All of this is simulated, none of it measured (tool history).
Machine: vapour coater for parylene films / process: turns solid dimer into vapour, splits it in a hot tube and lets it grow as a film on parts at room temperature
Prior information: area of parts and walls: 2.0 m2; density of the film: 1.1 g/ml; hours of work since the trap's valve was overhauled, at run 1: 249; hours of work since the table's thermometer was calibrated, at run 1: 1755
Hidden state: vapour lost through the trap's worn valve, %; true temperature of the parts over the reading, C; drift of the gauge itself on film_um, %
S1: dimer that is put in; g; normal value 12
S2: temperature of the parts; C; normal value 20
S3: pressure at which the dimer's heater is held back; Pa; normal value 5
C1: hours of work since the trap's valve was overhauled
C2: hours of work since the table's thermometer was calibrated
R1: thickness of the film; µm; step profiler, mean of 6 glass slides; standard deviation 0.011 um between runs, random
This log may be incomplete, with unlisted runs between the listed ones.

run 1 hour=0 | S1=12 S2=20 S3=5 | C1=249 C2=1755 | R1=3.86
run 2 hour=61.7 | S1=12 S2=20 S3=5 | C1=298 C2=1804 | R1=3.83
run 3 hour=98.5 | S1=12 S2=20 S3=5 | C1=327 C2=1833 | R1=3.82
run 4 hour=128.6 | S1=12 S2=20 S3=2.98 | C1=351 C2=1857 | R1=4
run 5 hour=160.3 | S1=12 S2=20 S3=9.2 | C1=376 C2=1883 | R1=3.61
run 6 hour=230.5 | S1=12 S2=20 S3=9.2 | C1=432 C2=1938 | R1=3.57
-- hour=263.3 trap's valve overhauled
run 7 hour=270.1 | S1=12 S2=20 S3=9.2 | C1=5 C2=1967 | R1=3.74
-- hour=302.9 table's thermometer calibrated
run 8 hour=316.4 | S1=12 S2=20 S3=9.2 | C1=41 C2=11 | R1=3.67
run 9 hour=365.4 | S1=12 S2=20 S3=9.2 | C1=80 C2=50 | R1=3.63
run 10 hour=394.7 | S1=12 S2=20 S3=9.2 | C1=104 C2=73 | R1=3.62
run 11 hour=461.5 | S1=12 S2=20 S3=9.2 | C1=157 C2=126 | R1=3.63
run 12 hour=516.5 | S1=12 S2=20 S3=5 | C1=200 C2=170 | R1=3.78
run 13 hour=554.1 | S1=6 S2=20 S3=5 | C1=230 C2=199 | R1=1.88
run 14 hour=597.8 | S1=6 S2=20 S3=5 | C1=265 C2=234 | R1=1.89
run 15 hour=630.3 | S1=6 S2=20 S3=5 | C1=291 C2=260 | R1=1.88
run 16 hour=677.6 | S1=6 S2=20 S3=5 | C1=328 C2=298 | R1=1.88
run 17 hour=733.3 | S1=6 S2=20 S3=5 | C1=372 C2=342 | R1=1.87
run 18 hour=765.4 | S1=6 S2=20 S3=5 | C1=398 C2=367 | R1=1.85
run 19 hour=794.4 | S1=6 S2=20 S3=5 | C1=421 C2=390 | R1=1.84
-- hour=837.1 trap's valve overhauled
run 20 hour=860.3 | S1=13 S2=20 S3=5 | C1=18 C2=439 | R1=4.25
run 21 hour=927.7 | S1=13 S2=20 S3=6.1 | C1=72 C2=493 | R1=4.1
run 22 hour=956 | S1=13 S2=30 S3=5.01 | C1=94 C2=515 | R1=3.16
run 23 hour=1023.7 | S1=13 S2=30 S3=2.68 | C1=148 C2=569 | R1=3.31
run 24 hour=1054.6 | S1=12 S2=23 S3=3.89 | C1=173 C2=594 | R1=3.58
run 25 hour=1122.4 | S1=12 S2=20 S3=3.76 | C1=227 C2=648 | R1=3.93
run 26 hour=1175.8 | S1=12 S2=14 S3=5 | C1=269 C2=690 | R1=4.49
run 27 hour=1218.1 | S1=21 S2=17 S3=5 | C1=303 C2=724 | R1=7.19
run 28 hour=1256.8 | S1=5 S2=20 S3=5.55 | C1=333 C2=754 | R1=1.57
run 29 hour=1305.4 | S1=6 S2=20 S3=5.55 | C1=372 C2=793 | R1=1.86
run 30 hour=1374.3 | S1=22 S2=20 S3=5.55 | C1=427 C2=848 | R1=6.77
-- hour=1412.7 trap's valve overhauled
run 31 hour=1424.2 | S1=22 S2=20 S3=5.55 | C1=9 C2=884 | R1=7.1
run 32 hour=1491.7 | S1=22 S2=20 S3=5.55 | C1=63 C2=938 | R1=7.1
run 33 hour=1530.7 | S1=7 S2=25 S3=4.43 | C1=94 C2=969 | R1=1.99
run 34 hour=1592 | S1=18 S2=25 S3=4.43 | C1=142 C2=1017 | R1=5.07
run 35 hour=1654 | S1=12 S2=25 S3=5.42 | C1=192 C2=1066 | R1=3.3
run 36 hour=1705.1 | S1=5 S2=14 S3=10.64 | C1=232 C2=1107 | R1=1.79
run 37 hour=1743.1 | S1=5 S2=14 S3=10.64 | C1=262 C2=1137 | R1=1.76
run 38 hour=1808 | S1=8 S2=21 S3=6.4 | C1=314 C2=1189 | R1=2.4
run 39 hour=1874.8 | S1=9 S2=18 S3=8.38 | C1=367 C2=1242 | R1=2.84
run 40 hour=1942.4 | S1=9 S2=18 S3=8.38 | C1=421 C2=1295 | R1=2.84
run 41 hour=1973 | S1=6 S2=21 S3=5.7 | C1=445 C2=1320 | R1=1.78
-- hour=1986.8 trap's valve overhauled
run 42 hour=2015.7 | S1=7 S2=26 S3=5.7 | C1=23 C2=1351 | R1=1.9

Hidden state or all else? Some run-to-run changes of R1, split into what the settings, what came in and random variation would give without the hidden state, and what is left for the hidden state (with any gauge scatter that isn't in both results):
Run 6 -> 7: trap's valve overhauled. R1 +0.17 µm: hidden state +0.18, all else -0.01.
Run 27 -> 28: S1 21 -> 5, S2 17 -> 20, S3 5 -> 5.55. R1 -5.62 µm: hidden state +0.17, all else -5.79.
Run 29 -> 30: S1 6 -> 22. R1 +4.91 µm: hidden state -0.24, all else +5.15.
Run 30 -> 31: trap's valve overhauled. R1 +0.33 µm: hidden state +0.36, all else -0.03.
Run 32 -> 33: S1 22 -> 7, S2 20 -> 25, S3 5.55 -> 4.43. R1 -5.11 µm: hidden state -0.01, all else -5.1.

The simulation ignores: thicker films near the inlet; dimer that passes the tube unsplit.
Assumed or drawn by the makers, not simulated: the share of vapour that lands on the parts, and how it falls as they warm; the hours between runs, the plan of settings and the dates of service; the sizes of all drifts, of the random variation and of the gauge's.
